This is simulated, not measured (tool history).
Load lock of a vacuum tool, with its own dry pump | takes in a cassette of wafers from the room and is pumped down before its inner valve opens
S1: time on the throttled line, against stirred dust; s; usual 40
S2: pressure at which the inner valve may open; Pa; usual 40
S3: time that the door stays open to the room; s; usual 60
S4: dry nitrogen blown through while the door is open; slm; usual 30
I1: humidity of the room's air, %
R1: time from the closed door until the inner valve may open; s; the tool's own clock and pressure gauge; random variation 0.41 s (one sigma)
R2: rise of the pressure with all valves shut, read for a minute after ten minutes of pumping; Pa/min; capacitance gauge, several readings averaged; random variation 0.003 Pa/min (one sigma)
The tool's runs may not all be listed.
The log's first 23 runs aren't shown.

run	hour	S1	S2	S3	S4	I1	R1	R2
24	7788.1	51	40	60	30	44.5	71.3	0.466
25	8197.2	27	29	26	30	45.3	54.9	0.488
26	8432.2	27	78	26	39	44.8	50.9	0.5
27	8797.6	40	38	60	7	47	64.2	0.569
28	9149.3	40	38	60	7	40.8	63.7	0.585
29	9515.5	20	74	52	9	45.3	45.1	0.617
30	9872.2	20	74	52	9	48.3	45.2	0.661
31	10267.7	20	74	26	9	45.8	46.1	0.672
32	10558.7	34	40	81	30	46.4	59.2	0.703
# hour 10768.4: door's seal changed, seat wiped
# hour 10847.3: dry pump taken out, an overhauled one fitted
33	11008.8	34	40	81	30	44	53.9	0.037
34	11423	75	40	73	23	48.9	86.5	0.053
35	11773.8	40	56	60	30	45.1	57.3	0.046
36	12159.2	40	40	60	8	48.4	59.6	0.09
37	12437	40	40	60	8	47.1	58.1	0.095
38	12770.9	40	40	60	8	47.6	58.7	0.101

3 ways to go on from here, each from the tool as it stands after run 38. What would each give?
A	13101	24	40	60	30	43.6	?	?
B	13101	40	41	29	5	44.4	?	?
C	13101	65	40	60	8	45.8	?	?

run	R1	R2
A	46.2	0.083
B	59.2	0.095
C	80	0.109
Without the tool's hidden state the same runs would have given:
run	R1	R2
A	45.8	0.026
B	58.8	0.037
C	79.7	0.05
